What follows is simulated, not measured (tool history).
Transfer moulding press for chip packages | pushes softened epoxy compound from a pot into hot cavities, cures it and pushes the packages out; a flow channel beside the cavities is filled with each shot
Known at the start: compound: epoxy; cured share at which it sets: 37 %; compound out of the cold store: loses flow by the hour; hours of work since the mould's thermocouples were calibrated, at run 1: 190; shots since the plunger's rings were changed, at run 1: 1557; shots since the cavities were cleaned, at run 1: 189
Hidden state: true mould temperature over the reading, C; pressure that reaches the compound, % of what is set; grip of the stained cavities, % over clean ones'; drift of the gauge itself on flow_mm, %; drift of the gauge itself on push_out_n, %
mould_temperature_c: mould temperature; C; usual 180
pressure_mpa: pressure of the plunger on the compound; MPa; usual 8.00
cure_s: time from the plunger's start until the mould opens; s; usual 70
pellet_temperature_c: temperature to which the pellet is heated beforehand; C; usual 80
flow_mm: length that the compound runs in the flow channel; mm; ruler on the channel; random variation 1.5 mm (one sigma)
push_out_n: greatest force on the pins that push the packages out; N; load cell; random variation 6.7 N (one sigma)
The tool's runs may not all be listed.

run   hour  mould_temperature_c  pressure_mpa  cure_s  pellet_temperature_c  hours of work since the mould's thermocouples were calibrated  shots since the plunger's rings were changed  shots since the cavities were cleaned  incoming compound's hours out of the cold store  flow_mm  push_out_n
  1    0.0                  180          8.00      70                    80                                                            190                                          1557                                    189                                             29.3      853         397
  2   22.1                  180          8.00      70                    81                                                            202                                          1817                                    449                                             37.8      825         441
  3   34.9                  180          6.40      70                    80                                                            209                                          1968                                    600                                             17.1      803         467
      52.3  -- cavities cleaned with cleaning compound and waxed
  4   54.4                  180          6.40      70                    80                                                            219                                          2180                                     26                                             40.9      725         475
  5   70.7                  180          6.40      70                    80                                                            228                                          2371                                    217                                              8.3      832         505
  6   91.0                  180          6.40      70                    80                                                            239                                          2610                                    456                                             13.8      811         500
  7  109.0                  180          8.00     108                    80                                                            249                                          2822                                    668                                             40.7      801         427
     120.4  -- cavities cleaned with cleaning compound and waxed
  8  122.2                  180          8.75      70                    80                                                            255                                          2959                                     21                                             12.1      950         360
     134.6  -- cavities cleaned with cleaning compound and waxed, once more
  9  143.4                  180          8.75      70                    80                                                            266                                          3192                                    104                                              8.8      964         381
     154.8  -- plunger's sealing rings changed
 10  168.5                  186          8.75      70                    80                                                            278                                           161                                    369                                             38.1      854         361
 11  183.7                  186          8.75      70                    80                                                            286                                           339                                    547                                             16.7      933         403
 12  195.0                  180          8.00      70                    80                                                            293                                           473                                    681                                             35.0      842         456
     206.5  -- cavities cleaned with cleaning compound and waxed
 13  210.7                  180          8.00      70                    80                                                            300                                           640                                     50                                             26.0      875         355
 14  230.5                  180          8.00      51                    75                                                            311                                           873                                    283                                             30.7      853         762
 15  252.9                  173          8.77      68                    83                                                            324                                          1136                                    546                                             39.1      883         647
     275.4  -- cavities cleaned with cleaning compound and waxed
 16  275.4                  173          8.77     104                    71                                                            335                                          1383                                      0                                             15.7      978         287
 17  296.3                  173          8.77     104                    71                                                            346                                          1629                                    246                                             25.2      936         350
 18  318.9                  180          8.00      70                    81                                                            359                                          1896                                    513                                             12.8      916         457
 19  338.3                  180          8.00      59                    81                                                            369                                          2123                                    740                                             37.1      824         586
     344.3  -- cavities cleaned with cleaning compound and waxed
 20  350.8                  182          8.00      70                    81                                                            375                                          2253                                     77                                             44.8      789         314
 21  368.2                  186          8.00      76                    80                                                            385                                          2457                                    281                                             44.7      780         348
 22  380.2                  186          8.00      76                    80                                                            392                                          2598                                    422                                             38.1      800         360
 23  395.6                  186          8.00      76                    80                                                            400                                          2779                                    603                                             46.2      770         383
 24  410.3                  176          7.48     101                    80                                                            408                                          2953                                    777                                              8.7      908         402
     413.2  -- cavities cleaned with cleaning compound and waxed
 25  431.0                  176          7.48      60                    81                                                            419                                          3179                                    210                                             20.2      857         672
     443.8  -- plunger's sealing rings changed
 26  443.8                  173          6.87      70                    79                                                            424                                             0                                    330                                             18.1      865         627

Hidden state or all else? Some run-to-run changes of flow_mm, split into what the settings, what came in and random variation would give without the hidden state, and what is left for the hidden state (with any gauge scatter that isn't in both results):
Run 7 -> 8: pressure_mpa 8.00 -> 8.75, cure_s 108 -> 70, cavities cleaned with cleaning compound and waxed. flow_mm +149 mm: hidden state -5, all else +154.
Run 9 -> 10: mould_temperature_c 180 -> 186, plunger's sealing rings changed. flow_mm -110 mm: hidden state +29, all else -139.
Run 23 -> 24: mould_temperature_c 186 -> 176, pressure_mpa 8.00 -> 7.48, cure_s 76 -> 101. flow_mm +138 mm: hidden state -5, all else +143.
Run 25 -> 26: mould_temperature_c 176 -> 173, pressure_mpa 7.48 -> 6.87, cure_s 60 -> 70, pellet_temperature_c 81 -> 79, plunger's sealing rings changed. flow_mm +8 mm: hidden state +25, all else -17.
